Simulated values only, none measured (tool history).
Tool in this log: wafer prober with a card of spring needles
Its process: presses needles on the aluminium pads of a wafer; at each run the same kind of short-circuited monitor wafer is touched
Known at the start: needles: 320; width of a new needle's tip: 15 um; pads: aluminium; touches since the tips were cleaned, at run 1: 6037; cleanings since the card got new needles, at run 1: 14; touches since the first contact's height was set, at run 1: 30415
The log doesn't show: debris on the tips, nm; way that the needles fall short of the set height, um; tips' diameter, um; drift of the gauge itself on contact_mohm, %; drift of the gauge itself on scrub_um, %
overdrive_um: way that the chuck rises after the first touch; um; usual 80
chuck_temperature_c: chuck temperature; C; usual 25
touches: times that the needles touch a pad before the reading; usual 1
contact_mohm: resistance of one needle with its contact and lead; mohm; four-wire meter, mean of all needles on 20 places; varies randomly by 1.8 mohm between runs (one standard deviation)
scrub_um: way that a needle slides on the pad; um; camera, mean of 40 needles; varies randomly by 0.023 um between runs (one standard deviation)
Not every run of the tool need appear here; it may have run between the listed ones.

run,day,overdrive_um,chuck_temperature_c,touches,touches since the tips were cleaned,cleanings since the card got new needles,touches since the first contact's height was set,contact_mohm,scrub_um
1,0,80,25,1,6037,14,30415,210,10.62
# day 0.188: tips cleaned on abrasive film
# day 0.733: tips cleaned on abrasive film
2,1.038,80,25,1,4330,16,44989,207,10.62
# day 1.292: tips cleaned on abrasive film
3,1.796,80,25,1,7149,17,55669,211,10.62
# day 1.854: tips cleaned on abrasive film
# day 2.429: tips cleaned on abrasive film
4,2.429,80,25,1,0,19,64503,190,10.58
# day 2.983: tips cleaned on abrasive film
5,3.458,80,25,1,6747,20,79066,214,10.52
# day 3.55: tips cleaned on abrasive film
6,4,80,25,1,6409,21,86683,214,10.57
# day 4.083: tips cleaned on abrasive film
# day 4.096: height of the first contact set anew
7,4.525,80,25,1,6095,22,6095,210,10.72
# day 4.588: tips cleaned on abrasive film, once more
# day 5.2: tips cleaned on abrasive film
8,5.558,78,34,2,5074,24,20626,204,10.41
# day 5.779: tips cleaned on abrasive film
# day 6.379: tips cleaned on abrasive film
9,6.383,68,42,1,102,26,32185,200,9.06

Expected results for the next run?
# day 6.954: tips cleaned on abrasive film
10,7.075,83,96,1,1742,27,41923,?,?

{"run 10": {"contact_mohm": 211, "scrub_um": 11.01}}
Take away the tool's hidden state, keep the run-to-run variation as it was, and the same run would have given contact_mohm 199 mohm, scrub_um 11.08 um.
